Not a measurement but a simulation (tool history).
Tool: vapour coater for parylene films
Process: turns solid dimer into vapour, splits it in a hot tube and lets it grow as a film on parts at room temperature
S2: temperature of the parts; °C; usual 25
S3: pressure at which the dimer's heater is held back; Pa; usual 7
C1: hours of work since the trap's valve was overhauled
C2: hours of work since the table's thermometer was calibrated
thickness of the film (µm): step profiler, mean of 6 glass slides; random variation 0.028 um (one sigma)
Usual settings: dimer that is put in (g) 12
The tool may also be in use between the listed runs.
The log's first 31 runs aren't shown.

Run 32, hour 632.8: usual settings but dimer that is put in (g) 10, S2 18 °C, S3 8.99 Pa; C1 118; C2 483. Result: thickness of the film (µm) 3.68.
Run 33, hour 658.1: usual settings but dimer that is put in (g) 10, S2 18 °C, S3 8.99 Pa; C1 134; C2 499. Result: thickness of the film (µm) 3.63.
Run 34, hour 683.3: usual settings but dimer that is put in (g) 7, S2 35 °C, S3 11.36 Pa; C1 150; C2 515. Result: thickness of the film (µm) 1.25.
Run 35, hour 699.5: usual settings but dimer that is put in (g) 16, S2 22 °C, S3 5.76 Pa; C1 160; C2 525. Result: thickness of the film (µm) 5.07.
Run 36, hour 727.5: usual settings but dimer that is put in (g) 21, S2 19 °C; C1 178; C2 543. Result: thickness of the film (µm) 7.33.
Run 37, hour 750.9: usual settings but dimer that is put in (g) 8, S2 19 °C, S3 8.55 Pa; C1 193; C2 558. Result: thickness of the film (µm) 2.79.
Run 38, hour 766.3: usual settings but dimer that is put in (g) 8, S2 19 °C, S3 8.55 Pa; C1 203; C2 568. Result: thickness of the film (µm) 2.79.
Run 39, hour 777.9: usual settings but dimer that is put in (g) 8, S2 19 °C, S3 8.55 Pa; C1 210; C2 575. Result: thickness of the film (µm) 2.81.
Run 40, hour 796.1: usual settings but dimer that is put in (g) 7, S2 17 °C, S3 4.33 Pa; C1 222; C2 587. Result: thickness of the film (µm) 2.74.
Run 41, hour 809.4: usual settings but dimer that is put in (g) 7, S2 17 °C, S3 2.11 Pa; C1 230; C2 595. Result: thickness of the film (µm) 2.86.

Forecast each of these 3 alternatives for the next run:
Run A, hour 830.6: usual settings but dimer that is put in (g) 10, S2 29 °C; C1 244; C2 609. Result: thickness of the film (µm) ?.
Run B, hour 830.6: usual settings but dimer that is put in (g) 8, S2 17 °C, S3 2.11 Pa; C1 244; C2 609. Result: thickness of the film (µm) ?.
Run C, hour 830.6: usual settings but S2 30 °C, S3 5.47 Pa; C1 244; C2 609. Result: thickness of the film (µm) ?.

run  thickness of the film (µm)
  A                        2.37
  B                        3.29
  C                        2.72
Without the tool's hidden state the same runs would have given:
run  thickness of the film (µm)
  A                        2.46
  B                        3.41
  C                        2.83
